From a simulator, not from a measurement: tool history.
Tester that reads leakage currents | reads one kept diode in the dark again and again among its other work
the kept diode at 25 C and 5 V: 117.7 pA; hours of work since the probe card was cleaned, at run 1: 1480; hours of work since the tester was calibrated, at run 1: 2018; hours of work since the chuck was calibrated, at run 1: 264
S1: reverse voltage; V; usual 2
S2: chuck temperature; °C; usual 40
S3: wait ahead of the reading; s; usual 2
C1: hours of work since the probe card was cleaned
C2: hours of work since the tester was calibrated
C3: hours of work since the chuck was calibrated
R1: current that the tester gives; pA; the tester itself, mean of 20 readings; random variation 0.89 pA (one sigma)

run 1 day=0 | S1=2 S2=40 S3=2 | C1=1480 C2=2018 C3=264 | R1=294.3
run 2 day=3.496 | S1=2 S2=32 S3=2 | C1=1529 C2=2067 C3=314 | R1=143.58
run 3 day=6.788 | S1=9.8 S2=40 S3=2 | C1=1576 C2=2113 C3=360 | R1=670.01
run 4 day=9.179 | S1=2 S2=40 S3=2 | C1=1609 C2=2147 C3=394 | R1=296.38
run 5 day=13.854 | S1=2 S2=23 S3=2 | C1=1675 C2=2213 C3=459 | R1=60.59
run 6 day=17.15 | S1=2 S2=23 S3=2 | C1=1721 C2=2259 C3=506 | R1=60.68
run 7 day=20.917 | S1=3.87 S2=40 S3=2 | C1=1774 C2=2312 C3=558 | R1=416.67
run 8 day=25.671 | S1=3.87 S2=40 S3=2 | C1=1841 C2=2379 C3=625 | R1=416.87
run 9 day=29.788 | S1=3.87 S2=40 S3=2 | C1=1899 C2=2437 C3=683 | R1=415.34
run 10 day=33.646 | S1=3.87 S2=40 S3=2 | C1=1953 C2=2491 C3=737 | R1=416.15
run 11 day=36.958 | S1=3.87 S2=40 S3=2 | C1=2000 C2=2538 C3=784 | R1=413.69
run 12 day=39.583 | S1=2 S2=40 S3=2 | C1=2037 C2=2574 C3=821 | R1=294.06
run 13 day=43.283 | S1=2 S2=40 S3=2 | C1=2089 C2=2626 C3=873 | R1=296.19
run 14 day=46.125 | S1=2 S2=40 S3=2 | C1=2129 C2=2666 C3=913 | R1=294.38
run 15 day=50.021 | S1=2 S2=40 S3=2 | C1=2183 C2=2721 C3=968 | R1=294.39
-- day=51.433 chuck's temperature calibrated
run 16 day=53.958 | S1=2 S2=40 S3=2 | C1=2238 C2=2775 C3=35 | R1=295.77
run 17 day=57.167 | S1=2 S2=40 S3=2 | C1=2283 C2=2820 C3=81 | R1=296.96
run 18 day=60.858 | S1=2 S2=40 S3=2 | C1=2335 C2=2872 C3=132 | R1=295.05
run 19 day=63.583 | S1=3.26 S2=22 S3=0.57 | C1=2373 C2=2911 C3=171 | R1=71.52
run 20 day=68.254 | S1=11.25 S2=22 S3=3.05 | C1=2438 C2=2976 C3=236 | R1=134.35

Run 21 comes next. What will it give?
run 21 day=71.012 | S1=3.94 S2=40 S3=2 | C1=2477 C2=3015 C3=275 | R1=?

R1: 420.56 pA
Without the tool's hidden state the same run would have given R1 420.42 pA.

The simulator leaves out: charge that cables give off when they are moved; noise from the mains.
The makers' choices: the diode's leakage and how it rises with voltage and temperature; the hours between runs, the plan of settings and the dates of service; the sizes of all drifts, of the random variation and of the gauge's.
